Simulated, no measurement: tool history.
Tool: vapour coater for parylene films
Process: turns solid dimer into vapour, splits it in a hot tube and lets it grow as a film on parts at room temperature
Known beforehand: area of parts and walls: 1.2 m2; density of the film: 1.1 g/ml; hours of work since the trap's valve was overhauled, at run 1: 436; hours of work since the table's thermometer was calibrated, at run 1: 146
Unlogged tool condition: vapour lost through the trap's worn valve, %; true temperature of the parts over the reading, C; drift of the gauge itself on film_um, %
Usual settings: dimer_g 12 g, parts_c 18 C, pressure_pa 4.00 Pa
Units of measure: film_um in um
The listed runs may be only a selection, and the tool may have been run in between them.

run	hour	dimer_g	parts_c	pressure_pa	hours of work since the trap's valve was overhauled	hours of work since the table's thermometer was calibrated	film_um
1	0.0	12	18	4.00	436	146	6.74
2	19.7	12	18	4.00	447	157	6.79
3	45.7	12	18	4.00	461	170	6.76
4	74.6	12	18	2.91	476	186	7.01
# hour 80.0: trap's valve overhauled
5	93.7	9	18	4.00	7	194	5.09
6	125.1	9	18	6.05	24	210	4.83
7	158.2	9	18	6.05	41	228	4.82
8	187.8	9	18	6.05	57	243	4.84
9	217.9	12	18	6.13	73	259	6.42
10	234.5	12	18	6.13	82	268	6.44
11	249.0	12	15	4.25	89	276	7.11
12	273.9	12	15	4.25	102	289	7.11
13	303.0	10	18	7.53	118	304	5.23
14	333.6	12	18	6.09	134	320	6.44
15	359.2	6	18	3.49	148	334	3.43

4 options for the next run, each taken on its own from the tool as it stands now. Forecast them:
A	387.5	9	14	2.47	163	349	?
B	387.5	6	25	4.00	163	349	?
C	387.5	6	18	4.15	163	349	?
D	387.5	5	23	4.79	163	349	?

run	film_um
A	5.81
B	2.96
C	3.36
D	2.50
With no hidden state in the tool, these same runs would have given:
run	film_um
A	5.81
B	2.96
C	3.36
D	2.50
